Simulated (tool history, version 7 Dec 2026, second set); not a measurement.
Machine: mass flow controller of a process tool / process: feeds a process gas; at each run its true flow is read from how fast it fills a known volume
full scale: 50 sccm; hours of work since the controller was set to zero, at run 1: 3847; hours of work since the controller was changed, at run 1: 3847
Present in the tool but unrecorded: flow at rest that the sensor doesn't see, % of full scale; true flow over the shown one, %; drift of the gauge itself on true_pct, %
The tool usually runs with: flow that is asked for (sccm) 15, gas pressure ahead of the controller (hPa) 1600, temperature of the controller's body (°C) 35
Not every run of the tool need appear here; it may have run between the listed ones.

run	hour	flow that is asked for (sccm)	gas pressure ahead of the controller (hPa)	temperature of the controller's body (°C)	hours of work since the controller was set to zero	hours of work since the controller was changed	true flow (%)
1	0	15	1600	35	3847	3847	98.75
2	173.7	15	1600	35	3959	3959	98.43
3	338.9	15	1600	30	4065	4065	98.63
4	475.3	15	1600	35	4153	4153	98.2
5	647.5	15	1600	35	4265	4265	98.19
6	732.1	15	2160	35	4319	4319	98.2
# hour 765.7: controller's zero set anew
7	837.1	15	2160	35	46	4387	97.99
8	1000.3	15	2160	35	151	4492	97.94
9	1110.4	15	1950	26	222	4563	98.42
10	1221.4	15	1950	26	294	4635	98.29
11	1337.3	7	2110	35	369	4709	97.55
12	1435	5	1600	35	432	4772	97.18
13	1544	5	1600	35	502	4843	96.97
14	1685.4	12	1600	21	594	4934	98.05
15	1784.1	15	1600	29	657	4998	97.44

Predict each of these 3 candidate next runs independently; none follows another, all start after run 15:
A	1914.4	7	1600	26	741	5082	?
B	1914.4	8	1600	22	741	5082	?
C	1914.4	15	1610	29	741	5082	?

run	true flow (%)
A	97.33
B	97.56
C	97.25
Without the tool's hidden state the same runs would have given:
run	true flow (%)
A	99.31
B	99.54
C	99.22
